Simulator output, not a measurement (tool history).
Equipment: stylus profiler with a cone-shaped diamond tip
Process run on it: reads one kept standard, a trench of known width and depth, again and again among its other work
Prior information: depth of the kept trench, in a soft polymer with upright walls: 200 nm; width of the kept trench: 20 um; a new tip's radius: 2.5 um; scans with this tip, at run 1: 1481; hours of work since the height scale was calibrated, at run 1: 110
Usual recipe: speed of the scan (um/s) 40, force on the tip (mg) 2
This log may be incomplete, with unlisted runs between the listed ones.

run   hour  speed of the scan (um/s)  force on the tip (mg)  scans with this tip  hours of work since the height scale was calibrated  depth of the trench (nm)  width of the trench's floor (nm)
  1      0                        40                      2                 1481                                                  110                    201.47                             17530
  2   19.4                        40                      2                 1634                                                  121                    201.52                             17470
  3   33.5                        40                      2                 1746                                                  129                    201.47                             17500
      35.4  -- height scale calibrated on a step standard
  4   45.7                       142                      2                 1838                                                    6                     201.5                             17020
  5   71.7                       142                      2                 2043                                                   21                    201.56                             16930
  6   90.6                       142                      2                 2192                                                   32                    201.52                             16990
  7  111.2                        31                   2.15                 2354                                                   44                    201.63                             17450
  8  132.1                        12                   0.84                 2519                                                   57                    200.87                             17520
  9  147.1                        12                   0.84                 2638                                                   65                    200.91                             17450
 10  173.3                       114                    0.8                 2845                                                   81                    200.85                             16670
     188.6  -- height scale calibrated on a step standard, once more
 11  193.8                       114                    0.8                 3002                                                    3                    200.71                             16710

Consider 4 possible next runs. They are alternatives, not a sequence: every one starts from the tool as it was left by run 11. What does each give?
  A   221                       140                   1.75                 3217                                                   19                         ?                                 ?
  B   221                        60                   3.15                 3217                                                   19                         ?                                 ?
  C   221                        83                      2                 3217                                                   19                         ?                                 ?
  D   221                        48                   3.51                 3217                                                   19                         ?                                 ?

run  depth of the trench (nm)  width of the trench's floor (nm)
  A                    201.25                             16800
  B                    201.82                             17180
  C                    201.39                             17050
  D                    202.03                             17280
Without the tool's unlogged condition, the same runs would have read:
run  depth of the trench (nm)  width of the trench's floor (nm)
  A                    201.32                             17390
  B                     201.9                             17770
  C                    201.46                             17640
  D                    202.11                             17870
